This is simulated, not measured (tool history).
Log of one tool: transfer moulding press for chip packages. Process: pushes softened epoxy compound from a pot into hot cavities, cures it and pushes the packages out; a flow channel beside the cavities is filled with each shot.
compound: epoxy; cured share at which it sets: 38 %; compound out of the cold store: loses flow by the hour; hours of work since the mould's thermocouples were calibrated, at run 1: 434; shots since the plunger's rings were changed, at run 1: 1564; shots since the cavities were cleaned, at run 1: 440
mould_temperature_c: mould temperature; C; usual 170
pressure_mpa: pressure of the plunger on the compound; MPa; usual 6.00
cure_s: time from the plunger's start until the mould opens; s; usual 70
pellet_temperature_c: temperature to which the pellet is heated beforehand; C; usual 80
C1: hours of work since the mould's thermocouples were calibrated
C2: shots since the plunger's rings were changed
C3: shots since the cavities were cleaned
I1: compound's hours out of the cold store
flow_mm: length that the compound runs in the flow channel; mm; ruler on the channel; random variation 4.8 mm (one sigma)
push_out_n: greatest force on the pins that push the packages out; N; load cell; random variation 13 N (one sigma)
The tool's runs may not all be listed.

run 1 hour=0.0 | mould_temperature_c=170 pressure_mpa=6.00 cure_s=70 pellet_temperature_c=80 | C1=434 C2=1564 C3=440 | I1=20.7 | flow_mm=874 push_out_n=983
run 2 hour=21.6 | mould_temperature_c=170 pressure_mpa=6.00 cure_s=70 pellet_temperature_c=80 | C1=447 C2=1897 C3=773 | I1=37.1 | flow_mm=813 push_out_n=974
-- hour=32.7 cavities cleaned with cleaning compound and waxed
run 3 hour=51.1 | mould_temperature_c=170 pressure_mpa=6.00 cure_s=70 pellet_temperature_c=80 | C1=464 C2=2329 C3=284 | I1=30.6 | flow_mm=832 push_out_n=859
run 4 hour=79.3 | mould_temperature_c=170 pressure_mpa=6.00 cure_s=70 pellet_temperature_c=79 | C1=482 C2=2764 C3=719 | I1=46.7 | flow_mm=780 push_out_n=916
-- hour=92.6 cavities cleaned with cleaning compound and waxed
run 5 hour=110.1 | mould_temperature_c=170 pressure_mpa=6.00 cure_s=70 pellet_temperature_c=79 | C1=499 C2=3215 C3=270 | I1=32.5 | flow_mm=822 push_out_n=825
run 6 hour=126.1 | mould_temperature_c=170 pressure_mpa=6.00 cure_s=70 pellet_temperature_c=79 | C1=509 C2=3463 C3=518 | I1=22.2 | flow_mm=853 push_out_n=971
run 7 hour=140.2 | mould_temperature_c=170 pressure_mpa=6.00 cure_s=70 pellet_temperature_c=79 | C1=518 C2=3680 C3=735 | I1=13.9 | flow_mm=893 push_out_n=1026
-- hour=150.3 plunger's sealing rings changed
-- hour=155.4 cavities cleaned with cleaning compound and waxed
run 8 hour=170.4 | mould_temperature_c=170 pressure_mpa=6.00 cure_s=93 pellet_temperature_c=80 | C1=534 C2=286 C3=231 | I1=23.5 | flow_mm=872 push_out_n=556
-- hour=185.3 mould's thermocouples calibrated
run 9 hour=199.6 | mould_temperature_c=170 pressure_mpa=6.00 cure_s=70 pellet_temperature_c=80 | C1=9 C2=706 C3=651 | I1=40.5 | flow_mm=798 push_out_n=872
-- hour=217.9 cavities cleaned with cleaning compound and waxed
run 10 hour=226.3 | mould_temperature_c=170 pressure_mpa=6.00 cure_s=70 pellet_temperature_c=80 | C1=24 C2=1095 C3=130 | I1=17.6 | flow_mm=888 push_out_n=758
run 11 hour=251.9 | mould_temperature_c=173 pressure_mpa=7.06 cure_s=103 pellet_temperature_c=76 | C1=40 C2=1489 C3=524 | I1=45.2 | flow_mm=835 push_out_n=606
-- hour=278.2 cavities cleaned with cleaning compound and waxed
run 12 hour=278.2 | mould_temperature_c=170 pressure_mpa=6.00 cure_s=50 pellet_temperature_c=80 | C1=55 C2=1873 C3=0 | I1=21.7 | flow_mm=872 push_out_n=1547
run 13 hour=293.4 | mould_temperature_c=170 pressure_mpa=6.00 cure_s=50 pellet_temperature_c=80 | C1=64 C2=2108 C3=235 | I1=10.6 | flow_mm=922 push_out_n=1920
run 14 hour=323.0 | mould_temperature_c=168 pressure_mpa=6.82 cure_s=70 pellet_temperature_c=80 | C1=82 C2=2564 C3=691 | I1=39.0 | flow_mm=857 push_out_n=981
-- hour=338.3 cavities cleaned with cleaning compound and waxed
run 15 hour=343.3 | mould_temperature_c=174 pressure_mpa=6.82 cure_s=86 pellet_temperature_c=80 | C1=94 C2=2854 C3=77 | I1=38.5 | flow_mm=843 push_out_n=505
run 16 hour=367.9 | mould_temperature_c=170 pressure_mpa=6.28 cure_s=70 pellet_temperature_c=80 | C1=109 C2=3233 C3=456 | I1=47.8 | flow_mm=784 push_out_n=824
run 17 hour=388.0 | mould_temperature_c=168 pressure_mpa=6.28 cure_s=70 pellet_temperature_c=80 | C1=121 C2=3543 C3=766 | I1=25.6 | flow_mm=864 push_out_n=1133
-- hour=399.1 cavities cleaned with cleaning compound and waxed
run 18 hour=403.1 | mould_temperature_c=170 pressure_mpa=6.85 cure_s=70 pellet_temperature_c=80 | C1=130 C2=3753 C3=61 | I1=34.0 | flow_mm=861 push_out_n=715
-- hour=408.4 plunger's sealing rings changed
run 19 hour=427.1 | mould_temperature_c=177 pressure_mpa=6.80 cure_s=75 pellet_temperature_c=80 | C1=143 C2=288 C3=392 | I1=12.9 | flow_mm=967 push_out_n=625

4 ways to go on from here, each from the tool as it stands after run 19. What would each give?
run A hour=453.6 | mould_temperature_c=173 pressure_mpa=5.82 cure_s=70 pellet_temperature_c=80 | C1=159 C2=698 C3=802 | I1=34.7 | flow_mm=? push_out_n=?
run B hour=453.6 | mould_temperature_c=174 pressure_mpa=5.93 cure_s=69 pellet_temperature_c=80 | C1=159 C2=698 C3=802 | I1=28.6 | flow_mm=? push_out_n=?
run C hour=453.6 | mould_temperature_c=177 pressure_mpa=6.80 cure_s=50 pellet_temperature_c=80 | C1=159 C2=698 C3=802 | I1=15.0 | flow_mm=? push_out_n=?
run D hour=453.6 | mould_temperature_c=170 pressure_mpa=6.00 cure_s=88 pellet_temperature_c=80 | C1=159 C2=698 C3=802 | I1=26.9 | flow_mm=? push_out_n=?

run=A flow_mm=809 push_out_n=787
run=B flow_mm=840 push_out_n=802
run=C flow_mm=952 push_out_n=1415
run=D flow_mm=862 push_out_n=694
Without the tool's hidden state the same runs would have given:
run=A flow_mm=812 push_out_n=554
run=B flow_mm=843 push_out_n=568
run=C flow_mm=956 push_out_n=994
run=D flow_mm=865 push_out_n=494
